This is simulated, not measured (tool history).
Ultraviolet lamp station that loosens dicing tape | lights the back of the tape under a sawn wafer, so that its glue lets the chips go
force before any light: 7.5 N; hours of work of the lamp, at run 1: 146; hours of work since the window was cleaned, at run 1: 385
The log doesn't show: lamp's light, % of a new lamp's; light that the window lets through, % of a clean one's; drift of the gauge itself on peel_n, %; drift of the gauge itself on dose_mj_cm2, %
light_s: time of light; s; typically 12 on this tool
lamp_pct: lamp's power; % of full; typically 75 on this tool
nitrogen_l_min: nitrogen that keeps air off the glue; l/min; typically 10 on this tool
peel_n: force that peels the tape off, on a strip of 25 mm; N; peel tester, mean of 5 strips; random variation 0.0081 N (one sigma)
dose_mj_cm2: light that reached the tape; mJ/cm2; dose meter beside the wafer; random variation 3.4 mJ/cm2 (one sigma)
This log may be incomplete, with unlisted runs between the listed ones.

run  hour  light_s  lamp_pct  nitrogen_l_min  hours of work of the lamp  hours of work since the window was cleaned  peel_n  dose_mj_cm2
  1     0       12        75              10                        146                                         385   0.375          486
  2   9.3        8        75              10                        152                                         391   0.741          327
  3  15.9        8        75              10                        156                                         396   0.749          326
  4  26.4        8        75              10                        163                                         402    0.75          326
  5  33.3        8        75              10                        167                                         407   0.747          319
  6  43.4       12        75              10                        174                                         413    0.37          488
  7  51.7       19        75              10                        179                                         418    0.27          766
  8  56.6       12        75              19                        182                                         421   0.304          488
  9    64       13        65              10                        187                                         426     0.4          456
 10    69        9        75              12                        190                                         429   0.565          361
 11  74.8       12        75              13                        194                                         433   0.344          486
 12  79.6       12        97              10                        197                                         436   0.292          617
 13  89.3       15        61               5                        203                                         442   0.543          487

For each run, the measured value with the value that run would have given without the tool's hidden condition subtracted. The run-to-run variation is shared by both, the gauge scatter possibly not:
run  peel_n  dose_mj_cm2
  1  +0.052          -63
  2  +0.148          -43
  3  +0.154          -44
  4  +0.155          -45
  5  +0.156          -45
  6  +0.057          -70
  7  +0.009         -112
  8  +0.034          -72
  9  +0.072          -68
 10  +0.122          -55
 11   +0.05          -74
 12  +0.024          -96
 13  +0.116          -77

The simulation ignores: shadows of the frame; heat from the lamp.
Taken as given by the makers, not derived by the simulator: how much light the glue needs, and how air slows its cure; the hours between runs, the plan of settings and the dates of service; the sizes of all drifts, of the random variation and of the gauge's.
